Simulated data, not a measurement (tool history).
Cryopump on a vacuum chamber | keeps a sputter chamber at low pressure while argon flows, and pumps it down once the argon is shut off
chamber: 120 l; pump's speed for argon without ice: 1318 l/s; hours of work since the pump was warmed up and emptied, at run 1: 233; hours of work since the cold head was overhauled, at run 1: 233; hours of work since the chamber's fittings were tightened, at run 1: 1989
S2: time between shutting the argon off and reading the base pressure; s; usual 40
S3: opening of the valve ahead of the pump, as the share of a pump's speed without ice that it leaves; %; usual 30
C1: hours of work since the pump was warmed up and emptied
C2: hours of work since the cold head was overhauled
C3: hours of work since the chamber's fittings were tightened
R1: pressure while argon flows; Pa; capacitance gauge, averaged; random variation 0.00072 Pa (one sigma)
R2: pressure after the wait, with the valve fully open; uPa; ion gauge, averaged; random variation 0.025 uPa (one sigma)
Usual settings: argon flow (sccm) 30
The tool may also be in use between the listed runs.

run 1 hour=0 | argon_flow_(sccm)=30 S2=40 S3=30 | C1=233 C2=233 C3=1989 | R1=0.1346 R2=2.61
run 2 hour=40.7 | argon_flow_(sccm)=30 S2=40 S3=30 | C1=268 C2=268 C3=2024 | R1=0.1368 R2=2.72
run 3 hour=76.6 | argon_flow_(sccm)=30 S2=40 S3=30 | C1=300 C2=300 C3=2056 | R1=0.1403 R2=2.72
-- hour=106.6 pump warmed up, emptied and cooled again
run 4 hour=109.4 | argon_flow_(sccm)=30 S2=40 S3=30 | C1=2 C2=324 C3=2080 | R1=0.1288 R2=2.41
run 5 hour=159 | argon_flow_(sccm)=18 S2=40 S3=30 | C1=45 C2=367 C3=2123 | R1=0.0772 R2=2.41
run 6 hour=191.9 | argon_flow_(sccm)=18 S2=40 S3=30 | C1=74 C2=395 C3=2151 | R1=0.0794 R2=2.56
run 7 hour=242.6 | argon_flow_(sccm)=18 S2=40 S3=30 | C1=118 C2=439 C3=2195 | R1=0.0802 R2=2.57
run 8 hour=287 | argon_flow_(sccm)=30 S2=40 S3=30 | C1=156 C2=478 C3=2234 | R1=0.1342 R2=2.68
run 9 hour=310.6 | argon_flow_(sccm)=15 S2=40 S3=30 | C1=177 C2=498 C3=2254 | R1=0.0676 R2=2.75
run 10 hour=353.7 | argon_flow_(sccm)=25 S2=201 S3=28 | C1=214 C2=535 C3=2291 | R1=0.1214 R2=2.22
run 11 hour=397.5 | argon_flow_(sccm)=25 S2=166 S3=22 | C1=252 C2=573 C3=2329 | R1=0.154 R2=2.28
run 12 hour=448.9 | argon_flow_(sccm)=29 S2=61 S3=16 | C1=297 C2=618 C3=2374 | R1=0.2416 R2=2.74
-- hour=482.7 pump warmed up, emptied and cooled again
run 13 hour=507.1 | argon_flow_(sccm)=30 S2=21 S3=31 | C1=21 C2=664 C3=2420 | R1=0.125 R2=3.42
run 14 hour=537.1 | argon_flow_(sccm)=30 S2=21 S3=31 | C1=47 C2=690 C3=2446 | R1=0.1262 R2=3.31
run 15 hour=588.9 | argon_flow_(sccm)=48 S2=40 S3=34 | C1=92 C2=735 C3=2491 | R1=0.1865 R2=2.75
run 16 hour=638 | argon_flow_(sccm)=48 S2=40 S3=34 | C1=135 C2=777 C3=2533 | R1=0.1878 R2=2.91
run 17 hour=676.7 | argon_flow_(sccm)=25 S2=293 S3=30 | C1=168 C2=811 C3=2567 | R1=0.1117 R2=2.25

4 ways to go on from here, each from the tool as it stands after run 17. What would each give?
run A hour=704.4 | argon_flow_(sccm)=21 S2=83 S3=39 | C1=192 C2=835 C3=2591 | R1=? R2=?
run B hour=704.4 | argon_flow_(sccm)=25 S2=293 S3=56 | C1=192 C2=835 C3=2591 | R1=? R2=?
run C hour=704.4 | argon_flow_(sccm)=17 S2=293 S3=30 | C1=192 C2=835 C3=2591 | R1=? R2=?
run D hour=704.4 | argon_flow_(sccm)=30 S2=25 S3=30 | C1=192 C2=835 C3=2591 | R1=? R2=?

run=A R1=0.0736 R2=2.6
run=B R1=0.0623 R2=2.35
run=C R1=0.0765 R2=2.28
run=D R1=0.1356 R2=3.51
Without the tool's hidden state the same runs would have given:
run=A R1=0.0689 R2=0.6
run=B R1=0.0567 R2=0.35
run=C R1=0.0727 R2=0.33
run=D R1=0.1289 R2=1.47
